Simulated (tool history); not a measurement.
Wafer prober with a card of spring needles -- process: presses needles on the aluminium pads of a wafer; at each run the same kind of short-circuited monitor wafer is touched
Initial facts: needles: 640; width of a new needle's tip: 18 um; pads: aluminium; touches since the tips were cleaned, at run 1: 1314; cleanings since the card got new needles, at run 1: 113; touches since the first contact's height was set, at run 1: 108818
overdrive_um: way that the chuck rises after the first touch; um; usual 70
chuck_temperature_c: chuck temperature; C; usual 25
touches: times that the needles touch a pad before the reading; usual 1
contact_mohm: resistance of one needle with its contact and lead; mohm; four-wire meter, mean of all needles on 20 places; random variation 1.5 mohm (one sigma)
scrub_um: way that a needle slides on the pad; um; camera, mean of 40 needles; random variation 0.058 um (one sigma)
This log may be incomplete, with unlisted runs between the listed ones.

run	day	overdrive_um	chuck_temperature_c	touches	touches since the tips were cleaned	cleanings since the card got new needles	touches since the first contact's height was set	contact_mohm	scrub_um
1	0	70	25	1	1314	113	108818	174	17.05
# day 0.212: tips cleaned on abrasive film
# day 0.496: tips cleaned on abrasive film
2	0.662	70	25	1	2803	115	119801	200	16.96
# day 0.783: tips cleaned on abrasive film
# day 1.071: tips cleaned on abrasive film
# day 1.308: tips cleaned on abrasive film
3	1.325	69	25	1	266	118	130769	156	16.58
# day 1.604: tips cleaned on abrasive film
# day 1.879: tips cleaned on abrasive film
4	1.879	70	25	1	0	120	139974	155	16.85
# day 2.162: tips cleaned on abrasive film
# day 2.45: tips cleaned on abrasive film
# day 2.746: tips cleaned on abrasive film
5	2.758	70	25	1	184	123	154553	157	16.89
# day 2.992: tips cleaned on abrasive film
# day 3.275: tips cleaned on abrasive film
# day 3.562: tips cleaned on abrasive film
6	3.742	70	25	1	2960	126	170858	198	16.81
# day 3.804: tips cleaned on abrasive film
# day 4.079: tips cleaned on abrasive film
7	4.296	70	25	1	3647	128	180083	211	16.63
# day 4.358: tips cleaned on abrasive film
# day 4.654: tips cleaned on abrasive film
8	4.888	70	25	1	3905	130	189907	217	16.69
# day 4.95: tips cleaned on abrasive film
# day 5.217: tips cleaned on abrasive film
# day 5.508: tips cleaned on abrasive film
9	5.692	70	25	1	3074	133	203197	207	16.62
# day 5.754: tips cleaned on abrasive film
# day 6.046: tips cleaned on abrasive film
# day 6.317: tips cleaned on abrasive film
# day 6.471: height of the first contact set anew
# day 6.571: tips cleaned on abrasive film
10	6.588	70	117	1	251	137	1887	177	16.21
# day 6.838: tips cleaned on abrasive film
# day 7.133: tips cleaned on abrasive film
11	7.292	70	41	2	2622	139	13572	181	16.29
# day 7.412: tips cleaned on abrasive film
# day 7.7: tips cleaned on abrasive film
# day 7.988: tips cleaned on abrasive film
12	8.154	81	41	2	2842	142	27933	172	18.94
# day 8.275: tips cleaned on abrasive film
# day 8.562: tips cleaned on abrasive film
13	8.771	81	41	2	3529	144	38149	178	18.86
# day 8.833: tips cleaned on abrasive film
# day 9.108: tips cleaned on abrasive film
# day 9.388: tips cleaned on abrasive film
# day 9.633: tips cleaned on abrasive film
14	9.633	59	41	1	0	148	52372	164	13.35
# day 9.904: tips cleaned on abrasive film
# day 10.2: tips cleaned on abrasive film
# day 10.321: height of the first contact set anew, once more
# day 10.488: tips cleaned on abrasive film
15	10.608	59	41	1	2052	151	4750	215	14.7
# day 10.729: tips cleaned on abrasive film
# day 11: tips cleaned on abrasive film
16	11.221	70	81	1	3700	153	14933	221	17.33
# day 11.275: tips cleaned on abrasive film
# day 11.562: tips cleaned on abrasive film
17	11.683	61	98	2	2000	155	22536	192	14.97
# day 11.854: tips cleaned on abrasive film
# day 12.154: tips cleaned on abrasive film
18	12.212	72	25	2	1027	157	31341	161	17.73

Below are 5 alternative next runs, each starting from the tool's condition after run 18. Predict each:
# day 12.392: tips cleaned on abrasive film
# day 12.662: tips cleaned on abrasive film
A	12.883	56	33	3	3654	159	42446	?	?
# day 12.392: tips cleaned on abrasive film
# day 12.662: tips cleaned on abrasive film
B	12.883	70	25	2	3654	159	42446	?	?
# day 12.392: tips cleaned on abrasive film
# day 12.662: tips cleaned on abrasive film
C	12.883	89	37	1	3654	159	42446	?	?
# day 12.392: tips cleaned on abrasive film
# day 12.662: tips cleaned on abrasive film
D	12.883	70	121	1	3654	159	42446	?	?
# day 12.392: tips cleaned on abrasive film
# day 12.662: tips cleaned on abrasive film
E	12.883	58	25	2	3654	159	42446	?	?

run	contact_mohm	scrub_um
A	188	13.81
B	188	17.28
C	185	21.77
D	225	17.24
E	207	14.29
With the hidden condition removed and each run's random variation left untouched, the same runs would have given:
run	contact_mohm	scrub_um
A	147	13.96
B	144	17.43
C	141	21.92
D	163	17.4
E	146	14.44
